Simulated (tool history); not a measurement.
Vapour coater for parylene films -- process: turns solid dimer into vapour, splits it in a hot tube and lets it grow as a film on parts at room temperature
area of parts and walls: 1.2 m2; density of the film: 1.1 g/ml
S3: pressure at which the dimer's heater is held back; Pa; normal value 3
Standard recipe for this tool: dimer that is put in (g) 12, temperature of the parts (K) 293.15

run 1 hour=0 | dimer_that_is_put_in_(g)=12 temperature_of_the_parts_(K)=293.15 S3=3 | thickness_of_the_film_(um)=4.77
run 2 hour=13.5 | dimer_that_is_put_in_(g)=12 temperature_of_the_parts_(K)=293.15 S3=3 | thickness_of_the_film_(um)=4.78
run 3 hour=27.2 | dimer_that_is_put_in_(g)=12 temperature_of_the_parts_(K)=293.15 S3=10.33 | thickness_of_the_film_(um)=3.75
run 4 hour=35.9 | dimer_that_is_put_in_(g)=12 temperature_of_the_parts_(K)=293.15 S3=3 | thickness_of_the_film_(um)=4.71
run 5 hour=50.2 | dimer_that_is_put_in_(g)=12 temperature_of_the_parts_(K)=293.15 S3=3 | thickness_of_the_film_(um)=4.69
run 6 hour=60.5 | dimer_that_is_put_in_(g)=12 temperature_of_the_parts_(K)=293.15 S3=3 | thickness_of_the_film_(um)=4.72
run 7 hour=69.4 | dimer_that_is_put_in_(g)=12 temperature_of_the_parts_(K)=293.15 S3=3 | thickness_of_the_film_(um)=4.7
run 8 hour=81.4 | dimer_that_is_put_in_(g)=12 temperature_of_the_parts_(K)=293.15 S3=3 | thickness_of_the_film_(um)=4.69
run 9 hour=95.1 | dimer_that_is_put_in_(g)=12 temperature_of_the_parts_(K)=293.15 S3=3 | thickness_of_the_film_(um)=4.67
run 10 hour=111 | dimer_that_is_put_in_(g)=11 temperature_of_the_parts_(K)=293.15 S3=3 | thickness_of_the_film_(um)=4.25
run 11 hour=121.4 | dimer_that_is_put_in_(g)=12 temperature_of_the_parts_(K)=293.15 S3=3 | thickness_of_the_film_(um)=4.58
run 12 hour=137.1 | dimer_that_is_put_in_(g)=12 temperature_of_the_parts_(K)=293.15 S3=3 | thickness_of_the_film_(um)=4.58
run 13 hour=149.3 | dimer_that_is_put_in_(g)=12 temperature_of_the_parts_(K)=293.15 S3=3 | thickness_of_the_film_(um)=4.62
run 14 hour=163.8 | dimer_that_is_put_in_(g)=12 temperature_of_the_parts_(K)=293.15 S3=3 | thickness_of_the_film_(um)=4.63
run 15 hour=172.9 | dimer_that_is_put_in_(g)=12 temperature_of_the_parts_(K)=293.15 S3=3 | thickness_of_the_film_(um)=4.55
run 16 hour=185.7 | dimer_that_is_put_in_(g)=12 temperature_of_the_parts_(K)=293.15 S3=2.71 | thickness_of_the_film_(um)=4.68
run 17 hour=193.4 | dimer_that_is_put_in_(g)=6 temperature_of_the_parts_(K)=294.15 S3=2.95 | thickness_of_the_film_(um)=2.25
run 18 hour=210.1 | dimer_that_is_put_in_(g)=13 temperature_of_the_parts_(K)=301.15 S3=2.84 | thickness_of_the_film_(um)=4.34
-- hour=214.8 trap's valve overhauled
run 19 hour=222.6 | dimer_that_is_put_in_(g)=13 temperature_of_the_parts_(K)=298.15 S3=6.58 | thickness_of_the_film_(um)=4.2

Run 20 is up next; what results do you expect?
run 20 hour=234.3 | dimer_that_is_put_in_(g)=22 temperature_of_the_parts_(K)=304.15 S3=11.37 | thickness_of_the_film_(um)=?

thickness of the film (um): 5.82
On a tool with no hidden condition, and with the same random variation, this run would have come out at thickness of the film (um) 5.87.
